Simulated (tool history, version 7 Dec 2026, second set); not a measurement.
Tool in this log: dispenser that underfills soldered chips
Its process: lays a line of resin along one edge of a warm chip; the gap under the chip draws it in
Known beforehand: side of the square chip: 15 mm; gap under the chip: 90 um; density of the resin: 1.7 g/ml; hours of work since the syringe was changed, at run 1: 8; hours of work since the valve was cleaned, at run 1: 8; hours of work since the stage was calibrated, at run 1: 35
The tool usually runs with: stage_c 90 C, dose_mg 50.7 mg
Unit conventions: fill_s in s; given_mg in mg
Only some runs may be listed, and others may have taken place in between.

run	hour	stage_c	dose_mg	hours of work since the syringe was changed	hours of work since the valve was cleaned	hours of work since the stage was calibrated	fill_s	given_mg
1	0.0	90	50.7	8	8	35	260.1	49.98
# hour 1.2: new syringe of resin
2	9.2	90	50.7	6	16	42	232.4	50.07
# hour 12.6: new syringe of resin
3	15.8	90	50.7	3	21	47	182.4	49.68
4	22.1	90	50.7	8	26	53	255.2	49.71
# hour 24.3: new syringe of resin
5	31.6	90	50.7	6	33	60	227.3	49.56
# hour 35.7: new syringe of resin
6	40.7	90	50.7	4	40	67	197.8	49.02
# hour 46.9: new syringe of resin
7	50.0	90	50.7	2	47	74	186.5	48.86
8	55.7	90	44.4	7	52	79	249.1	42.66
# hour 58.5: new syringe of resin
9	61.8	90	44.4	3	56	83	196.7	42.46
# hour 69.8: new syringe of resin
10	69.8	79	44.4	0	63	89	282.3	42.43
11	79.5	98	44.5	8	70	97	190.6	41.98

Run 12 is up next; what results do you expect?
# hour 81.5: new syringe of resin
12	84.6	98	44.5	3	74	101	?	?

{"run 12": {"fill_s": 137.9, "given_mg": 41.96}}
With the hidden condition absent and the run-to-run variation left alone, this run would have shown fill_s 112.1 s, given_mg 44.58 mg.
